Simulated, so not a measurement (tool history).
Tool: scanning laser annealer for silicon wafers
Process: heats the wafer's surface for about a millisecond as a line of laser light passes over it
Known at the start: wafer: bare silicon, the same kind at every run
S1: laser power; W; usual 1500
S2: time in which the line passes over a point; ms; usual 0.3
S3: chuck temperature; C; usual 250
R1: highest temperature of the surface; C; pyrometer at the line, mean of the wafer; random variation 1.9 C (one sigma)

| run | day | S1 | S2 | S3 | R1 |
|---|---|---|---|---|---|
| 1 | 0 | 1500 | 0.3 | 250 | 1092 |
| 2 | 0.546 | 1500 | 0.3 | 250 | 1093 |
| 3 | 0.875 | 1355 | 0.3 | 250 | 1000 |
| 4 | 1.221 | 1355 | 0.3 | 250 | 1004 |
| 5 | 1.583 | 1355 | 0.3 | 239 | 990 |
| 6 | 2.133 | 1500 | 0.3 | 290 | 1136 |
| 7 | 2.579 | 1500 | 0.3 | 290 | 1132 |
| 8 | 2.829 | 1406 | 0.3 | 250 | 1034 |
| 9 | 3.321 | 1500 | 0.3 | 250 | 1092 |
| 10 | 3.888 | 1472 | 0.3 | 250 | 1076 |
| 11 | 4.288 | 1500 | 0.317 | 250 | 1118 |
| 12 | 4.729 | 1474 | 0.3 | 250 | 1076 |
| 13 | 5.042 | 1474 | 0.3 | 250 | 1076 |
| 14 | 5.542 | 1474 | 0.3 | 250 | 1075 |
| 15 | 5.879 | 1500 | 0.3 | 245 | 1089 |
| 16 | 6.254 | 1500 | 0.3 | 250 | 1095 |
| 17 | 6.7 | 1500 | 0.3 | 250 | 1090 |
| 18 | 6.988 | 1500 | 0.3 | 250 | 1090 |
| 19 | 7.433 | 1500 | 0.3 | 250 | 1096 |
| 20 | 7.775 | 1500 | 0.3 | 250 | 1093 |
| 21 | 8.317 | 1500 | 0.3 | 250 | 1093 |
| 22 | 8.738 | 1509 | 0.256 | 255 | 1030 |
| 23 | 9.221 | 1497 | 0.262 | 288 | 1072 |
| 24 | 9.558 | 1497 | 0.262 | 288 | 1070 |
| 25 | 10.004 | 1650 | 0.281 | 261 | 1169 |
| 26 | 10.238 | 1495 | 0.294 | 261 | 1092 |
| 27 | 10.675 | 1557 | 0.3 | 250 | 1132 |
| 28 | 10.938 | 1281 | 0.29 | 264 | 950 |
| 29 | 11.312 | 1343 | 0.369 | 281 | 1112 |
| 30 | 11.554 | 1343 | 0.369 | 281 | 1112 |

Forecast run 31:
| 31 | 12.1 | 1324 | 0.38 | 267 | ? |

Run 31 gave R1 1096 C.
Without the tool's hidden state the same run would have given R1 1097 C.

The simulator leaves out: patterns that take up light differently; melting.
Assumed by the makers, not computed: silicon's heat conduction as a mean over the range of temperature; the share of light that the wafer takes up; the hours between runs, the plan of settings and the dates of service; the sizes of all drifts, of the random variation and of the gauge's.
